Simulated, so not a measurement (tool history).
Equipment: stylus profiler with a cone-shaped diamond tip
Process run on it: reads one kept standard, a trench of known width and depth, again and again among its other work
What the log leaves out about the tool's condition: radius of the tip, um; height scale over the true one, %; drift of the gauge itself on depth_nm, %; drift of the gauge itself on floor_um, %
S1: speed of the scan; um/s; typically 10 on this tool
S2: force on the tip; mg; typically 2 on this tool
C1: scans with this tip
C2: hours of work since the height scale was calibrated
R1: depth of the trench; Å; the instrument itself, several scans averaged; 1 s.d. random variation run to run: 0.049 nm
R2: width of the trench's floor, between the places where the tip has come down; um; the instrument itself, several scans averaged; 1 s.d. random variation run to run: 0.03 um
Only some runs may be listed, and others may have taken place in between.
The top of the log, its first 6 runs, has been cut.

Run 7, hour 469.7: usual settings; C1 8324; C2 1300. Result: R1 2019.4 Å, R2 98.2 um.
Run 8, hour 529.9: usual settings; C1 8508; C2 1329. Result: R1 2019.3 Å, R2 98.22 um.
Run 9, hour 591.7: usual settings; C1 8696; C2 1358. Result: R1 2019.3 Å, R2 98.25 um.
Run 10, hour 674.2: usual settings; C1 8948; C2 1398. Result: R1 2018.7 Å, R2 98.18 um.
Run 11, hour 739.8: usual settings but S1 16 um/s; C1 9148; C2 1429. Result: R1 2018.9 Å, R2 98.14 um.
Run 12, hour 788.2: usual settings but S1 16 um/s; C1 9296; C2 1452. Result: R1 2018.7 Å, R2 98.14 um.
Run 13, hour 867.4: usual settings but S1 16 um/s; C1 9537; C2 1490. Result: R1 2018.9 Å, R2 98.22 um.
Run 14, hour 944: usual settings; C1 9771; C2 1526. Result: R1 2018.7 Å, R2 98.17 um.
Run 15, hour 991.3: usual settings; C1 9915; C2 1549. Result: R1 2018 Å, R2 98.17 um.
Run 16, hour 1039.3: usual settings but S2 5.29 mg; C1 10062; C2 1572. Result: R1 2035.6 Å, R2 98.2 um.
Run 17, hour 1083.2: usual settings but S1 4 um/s; C1 10196; C2 1593. Result: R1 2019.6 Å, R2 98.2 um.
Run 18, hour 1129.2: usual settings but S1 4 um/s; C1 10336; C2 1615. Result: R1 2018 Å, R2 98.23 um.
Run 19, hour 1199.9: usual settings but S1 4 um/s; C1 10552; C2 1648. Result: R1 2018.9 Å, R2 98.2 um.
Run 20, hour 1256.6: usual settings but S1 4 um/s; C1 10725; C2 1675. Result: R1 2018.6 Å, R2 98.25 um.
Run 21, hour 1331.7: usual settings but S2 1.58 mg; C1 10954; C2 1711. Result: R1 2016.2 Å, R2 98.16 um.
Run 22, hour 1413.5: usual settings but S2 1.58 mg; C1 11203; C2 1750. Result: R1 2015.9 Å, R2 98.23 um.
Run 23, hour 1469.9: usual settings but S2 2.69 mg; C1 11375; C2 1777. Result: R1 2023.2 Å, R2 98.2 um.
Run 24, hour 1539.9: usual settings but S2 2.69 mg; C1 11589; C2 1810. Result: R1 2023.5 Å, R2 98.21 um.
Run 25, hour 1620.8: usual settings but S2 2.69 mg; C1 11836; C2 1849. Result: R1 2023.5 Å, R2 98.21 um.
Run 26, hour 1704.2: usual settings but S1 4 um/s; C1 12090; C2 1889. Result: R1 2019 Å, R2 98.23 um.
Run 27, hour 1764.8: usual settings but S1 2 um/s, S2 0.85 mg; C1 12275; C2 1918. Result: R1 2010.2 Å, R2 98.23 um.
Run 28, hour 1806.7: usual settings but S1 2 um/s, S2 3.1 mg; C1 12403; C2 1937. Result: R1 2024.6 Å, R2 98.26 um.
Run 29, hour 1886.9: usual settings but S1 2 um/s, S2 1.17 mg; C1 12648; C2 1976. Result: R1 2012.9 Å, R2 98.22 um.
Run 30, hour 1934: usual settings but S1 2 um/s, S2 1.17 mg; C1 12791; C2 1998. Result: R1 2013.6 Å, R2 98.26 um.
Run 31, hour 1983.5: usual settings but S1 7 um/s; C1 12943; C2 2022. Result: R1 2019.2 Å, R2 98.18 um.

The next listed run, before its measurement:
Run 32, hour 2030.1: usual settings but S1 6 um/s, S2 2.73 mg; C1 13085; C2 2044. Result: R1 ?, R2 ?.

R1: 2024 Å
R2: 98.19 um
With no hidden state in the tool, this same run would have given R1 2023.8 Å, R2 98.21 um.
